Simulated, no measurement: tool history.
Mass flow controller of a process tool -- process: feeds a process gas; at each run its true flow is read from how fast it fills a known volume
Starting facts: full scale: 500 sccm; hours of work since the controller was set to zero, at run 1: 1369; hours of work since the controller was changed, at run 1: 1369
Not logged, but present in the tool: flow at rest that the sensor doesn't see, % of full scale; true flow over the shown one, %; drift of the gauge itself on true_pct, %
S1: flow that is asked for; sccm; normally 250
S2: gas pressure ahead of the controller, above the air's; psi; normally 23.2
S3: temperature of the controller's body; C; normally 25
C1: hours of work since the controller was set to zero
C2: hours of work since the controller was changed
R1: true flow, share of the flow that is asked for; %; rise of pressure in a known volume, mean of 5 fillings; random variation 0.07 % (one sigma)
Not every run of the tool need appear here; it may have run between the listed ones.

Run 1, day 0.000: usual settings; C1 1369; C2 1369. Result: R1 99.07 %.
Run 2, day 21.692: usual settings but S3 29 C; C1 1663; C2 1663. Result: R1 98.70 %.
Run 3, day 35.471: usual settings but S3 29 C; C1 1849; C2 1849. Result: R1 98.66 %.
Run 4, day 55.725: usual settings but S3 29 C; C1 2123; C2 2123. Result: R1 98.44 %.
Run 5, day 76.271: usual settings but S3 29 C; C1 2400; C2 2400. Result: R1 98.36 %.
Run 6, day 91.483: usual settings but S3 29 C; C1 2606; C2 2606. Result: R1 98.28 %.
Run 7, day 109.125: usual settings but S1 132 sccm; C1 2844; C2 2844. Result: R1 97.92 %.
Run 8, day 129.396: usual settings; C1 3118; C2 3118. Result: R1 98.60 %.
Run 9, day 146.646: usual settings but S3 23 C; C1 3352; C2 3352. Result: R1 98.86 %.
Run 10, day 163.838: usual settings but S3 23 C; C1 3584; C2 3584. Result: R1 98.67 %.
Run 11, day 178.967: usual settings but S3 23 C; C1 3788; C2 3788. Result: R1 98.64 %.
Run 12, day 193.433: usual settings but S3 23 C; C1 3984; C2 3984. Result: R1 98.53 %.
Run 13, day 205.317: usual settings but S3 23 C; C1 4145; C2 4145. Result: R1 98.52 %.
Run 14, day 227.688: usual settings; C1 4447; C2 4447. Result: R1 98.39 %.
Run 15, day 239.088: usual settings; C1 4601; C2 4601. Result: R1 98.27 %.
Run 16, day 250.596: usual settings; C1 4757; C2 4757. Result: R1 98.20 %.
Run 17, day 267.929: usual settings but S3 34 C; C1 4991; C2 4991. Result: R1 97.16 %.
Run 18, day 281.338: usual settings; C1 5172; C2 5172. Result: R1 98.15 %.
Run 19, day 298.183: usual settings but S3 33 C; C1 5400; C2 5400. Result: R1 97.25 %.
Run 20, day 309.367: usual settings but S1 385 sccm, S2 30.0 psi, S3 23 C; C1 5551; C2 5551. Result: R1 98.86 %.
Run 21, day 325.158: usual settings but S3 36 C; C1 5764; C2 5764. Result: R1 96.81 %.
Run 22, day 344.996: usual settings but S2 31.0 psi, S3 32 C; C1 6032; C2 6032. Result: R1 97.14 %.
Run 23, day 358.892: usual settings but S1 155 sccm, S2 31.0 psi; C1 6220; C2 6220. Result: R1 97.12 %.
Run 24, day 381.496: usual settings but S1 155 sccm, S2 31.0 psi; C1 6526; C2 6526. Result: R1 97.09 %.
Run 25, day 401.954: usual settings but S1 155 sccm, S2 31.0 psi; C1 6802; C2 6802. Result: R1 96.79 %.
Run 26, day 419.621: usual settings but S1 251 sccm, S2 20.7 psi, S3 26 C; C1 7041; C2 7041. Result: R1 97.50 %.
Run 27, day 439.550: usual settings but S1 251 sccm, S2 20.7 psi, S3 26 C; C1 7310; C2 7310. Result: R1 97.35 %.
Run 28, day 457.079: usual settings but S1 251 sccm, S2 20.7 psi, S3 33 C; C1 7547; C2 7547. Result: R1 96.55 %.
Run 29, day 471.225: usual settings but S1 251 sccm, S2 30.0 psi, S3 21 C; C1 7739; C2 7739. Result: R1 97.89 %.
Run 30, day 486.942: usual settings but S1 251 sccm, S2 30.0 psi, S3 21 C; C1 7951; C2 7951. Result: R1 97.80 %.
Run 31, day 505.925: usual settings but S1 227 sccm, S2 24.2 psi; C1 8208; C2 8208. Result: R1 97.02 %.
Run 32, day 518.050: usual settings but S1 328 sccm, S2 22.5 psi; C1 8371; C2 8371. Result: R1 97.68 %.
At day 530.988: controller's zero set anew.
Run 33, day 535.367: usual settings but S1 328 sccm, S2 22.5 psi; C1 59; C2 8605. Result: R1 98.72 %.
Run 34, day 557.612: usual settings but S1 137 sccm, S2 32.6 psi; C1 360; C2 8906. Result: R1 98.02 %.
Run 35, day 578.842: usual settings but S1 137 sccm, S2 32.6 psi; C1 647; C2 9193. Result: R1 98.10 %.

Alternative continuations, all from the tool just after run 35; predict every row:
Run A, day 594.654: usual settings but S1 183 sccm, S2 23.8 psi, S3 39 C; C1 861; C2 9407. Result: R1 ?.
Run B, day 594.654: usual settings but S1 461 sccm; C1 861; C2 9407. Result: R1 ?.
Run C, day 594.654: usual settings but S1 156 sccm; C1 861; C2 9407. Result: R1 ?.
Run D, day 594.654: usual settings but S1 93 sccm, S2 25.2 psi; C1 861; C2 9407. Result: R1 ?.

run     R1
  A  96.57
  B  98.85
  C  98.00
  D  97.69
Take away the tool's hidden state, keep each run's random variation, and the runs would have read:
run     R1
  A  97.75
  B  99.91
  C  99.22
  D  99.07
